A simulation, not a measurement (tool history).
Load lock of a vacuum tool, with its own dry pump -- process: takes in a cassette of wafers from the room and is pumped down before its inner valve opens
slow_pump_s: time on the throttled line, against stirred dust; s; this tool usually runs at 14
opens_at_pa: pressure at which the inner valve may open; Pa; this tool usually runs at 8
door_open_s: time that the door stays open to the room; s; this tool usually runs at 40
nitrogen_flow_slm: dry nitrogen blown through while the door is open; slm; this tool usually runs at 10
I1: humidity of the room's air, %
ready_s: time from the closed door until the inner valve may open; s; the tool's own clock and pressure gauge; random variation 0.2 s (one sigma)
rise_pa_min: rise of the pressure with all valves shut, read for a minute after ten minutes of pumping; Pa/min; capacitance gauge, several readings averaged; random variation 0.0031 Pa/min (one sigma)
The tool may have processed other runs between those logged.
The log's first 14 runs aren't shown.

{"run": 15, "hour": 7812.2, "slow_pump_s": 14, "opens_at_pa": 8, "door_open_s": 40, "nitrogen_flow_slm": 10, "I1": 44.5, "ready_s": 25.5, "rise_pa_min": 0.148}
{"run": 16, "hour": 8429.0, "slow_pump_s": 14, "opens_at_pa": 8, "door_open_s": 40, "nitrogen_flow_slm": 10, "I1": 42.8, "ready_s": 26.2, "rise_pa_min": 0.173}
{"run": 17, "hour": 8734.3, "slow_pump_s": 14, "opens_at_pa": 8, "door_open_s": 40, "nitrogen_flow_slm": 26, "I1": 47.7, "ready_s": 26.3, "rise_pa_min": 0.18}
{"run": 18, "hour": 9140.5, "slow_pump_s": 14, "opens_at_pa": 8, "door_open_s": 40, "nitrogen_flow_slm": 10, "I1": 45.5, "ready_s": 26.4, "rise_pa_min": 0.206}
{"run": 19, "hour": 9556.6, "slow_pump_s": 9, "opens_at_pa": 12, "door_open_s": 225, "nitrogen_flow_slm": 38, "I1": 50.6, "ready_s": 21.6, "rise_pa_min": 0.246}
{"run": 20, "hour": 10105.2, "slow_pump_s": 9, "opens_at_pa": 12, "door_open_s": 225, "nitrogen_flow_slm": 38, "I1": 46.7, "ready_s": 21.5, "rise_pa_min": 0.264}
{"run": 21, "hour": 10487.0, "slow_pump_s": 9, "opens_at_pa": 12, "door_open_s": 225, "nitrogen_flow_slm": 38, "I1": 45.1, "ready_s": 21.6, "rise_pa_min": 0.281}
{"run": 22, "hour": 10881.9, "slow_pump_s": 9, "opens_at_pa": 9, "door_open_s": 159, "nitrogen_flow_slm": 40, "I1": 44.8, "ready_s": 22.4, "rise_pa_min": 0.287}
{"run": 23, "hour": 11537.2, "slow_pump_s": 16, "opens_at_pa": 6, "door_open_s": 40, "nitrogen_flow_slm": 10, "I1": 45.4, "ready_s": 28.3, "rise_pa_min": 0.322}
{"run": 24, "hour": 12021.9, "slow_pump_s": 16, "opens_at_pa": 6, "door_open_s": 40, "nitrogen_flow_slm": 10, "I1": 45.3, "ready_s": 28.5, "rise_pa_min": 0.337}
{"run": 25, "hour": 12573.9, "slow_pump_s": 16, "opens_at_pa": 6, "door_open_s": 40, "nitrogen_flow_slm": 10, "I1": 47, "ready_s": 28.9, "rise_pa_min": 0.382}
{"hour": 12732.6, "done": "dry pump taken out, an overhauled one fitted"}
{"run": 26, "hour": 13185.3, "slow_pump_s": 13, "opens_at_pa": 6, "door_open_s": 40, "nitrogen_flow_slm": 36, "I1": 45.9, "ready_s": 24.2, "rise_pa_min": 0.398}
{"run": 27, "hour": 13682.5, "slow_pump_s": 19, "opens_at_pa": 9, "door_open_s": 40, "nitrogen_flow_slm": 30, "I1": 40.2, "ready_s": 28.3, "rise_pa_min": 0.433}
{"run": 28, "hour": 14132.5, "slow_pump_s": 18, "opens_at_pa": 8, "door_open_s": 47, "nitrogen_flow_slm": 10, "I1": 43.1, "ready_s": 27.5, "rise_pa_min": 0.48}
{"run": 29, "hour": 14680.4, "slow_pump_s": 18, "opens_at_pa": 8, "door_open_s": 47, "nitrogen_flow_slm": 10, "I1": 46, "ready_s": 28.1, "rise_pa_min": 0.53}
{"run": 30, "hour": 14985.5, "slow_pump_s": 19, "opens_at_pa": 12, "door_open_s": 40, "nitrogen_flow_slm": 10, "I1": 47.1, "ready_s": 28.1, "rise_pa_min": 0.562}
{"run": 31, "hour": 15670.5, "slow_pump_s": 10, "opens_at_pa": 8, "door_open_s": 146, "nitrogen_flow_slm": 12, "I1": 48.5, "ready_s": 21.3, "rise_pa_min": 0.654}
{"run": 32, "hour": 16300.1, "slow_pump_s": 10, "opens_at_pa": 8, "door_open_s": 146, "nitrogen_flow_slm": 26, "I1": 45.9, "ready_s": 21.5, "rise_pa_min": 0.671}
{"hour": 16581.0, "done": "door's seal changed, seat wiped"}
{"run": 33, "hour": 16910.4, "slow_pump_s": 14, "opens_at_pa": 10, "door_open_s": 40, "nitrogen_flow_slm": 8, "I1": 44.5, "ready_s": 24.3, "rise_pa_min": 0.069}
{"run": 34, "hour": 17302.5, "slow_pump_s": 9, "opens_at_pa": 8, "door_open_s": 40, "nitrogen_flow_slm": 6, "I1": 46.8, "ready_s": 20.9, "rise_pa_min": 0.073}
{"run": 35, "hour": 17818.6, "slow_pump_s": 9, "opens_at_pa": 8, "door_open_s": 40, "nitrogen_flow_slm": 6, "I1": 47.5, "ready_s": 21.1, "rise_pa_min": 0.09}
{"run": 36, "hour": 18226.6, "slow_pump_s": 9, "opens_at_pa": 8, "door_open_s": 40, "nitrogen_flow_slm": 6, "I1": 45.6, "ready_s": 20.9, "rise_pa_min": 0.096}

What if the next run were any one of these 5? Each begins from the tool's condition after run 36:
{"run": "A", "hour": 18679.9, "slow_pump_s": 9, "opens_at_pa": 9, "door_open_s": 40, "nitrogen_flow_slm": 12, "I1": 42.8, "ready_s": "?", "rise_pa_min": "?"}
{"run": "B", "hour": 18679.9, "slow_pump_s": 9, "opens_at_pa": 8, "door_open_s": 124, "nitrogen_flow_slm": 43, "I1": 42.9, "ready_s": "?", "rise_pa_min": "?"}
{"run": "C", "hour": 18679.9, "slow_pump_s": 8, "opens_at_pa": 8, "door_open_s": 31, "nitrogen_flow_slm": 20, "I1": 44.8, "ready_s": "?", "rise_pa_min": "?"}
{"run": "D", "hour": 18679.9, "slow_pump_s": 21, "opens_at_pa": 9, "door_open_s": 40, "nitrogen_flow_slm": 11, "I1": 47.2, "ready_s": "?", "rise_pa_min": "?"}
{"run": "E", "hour": 18679.9, "slow_pump_s": 14, "opens_at_pa": 8, "door_open_s": 40, "nitrogen_flow_slm": 8, "I1": 46.5, "ready_s": "?", "rise_pa_min": "?"}

run=A ready_s=20.5 rise_pa_min=0.1
run=B ready_s=21 rise_pa_min=0.097
run=C ready_s=20.3 rise_pa_min=0.092
run=D ready_s=30.3 rise_pa_min=0.1
run=E ready_s=25.1 rise_pa_min=0.105
With the hidden condition removed and each run's random variation left untouched, the same runs would have given:
run=A ready_s=20 rise_pa_min=0.055
run=B ready_s=20.5 rise_pa_min=0.051
run=C ready_s=19.7 rise_pa_min=0.047
run=D ready_s=29.9 rise_pa_min=0.054
run=E ready_s=24.7 rise_pa_min=0.059
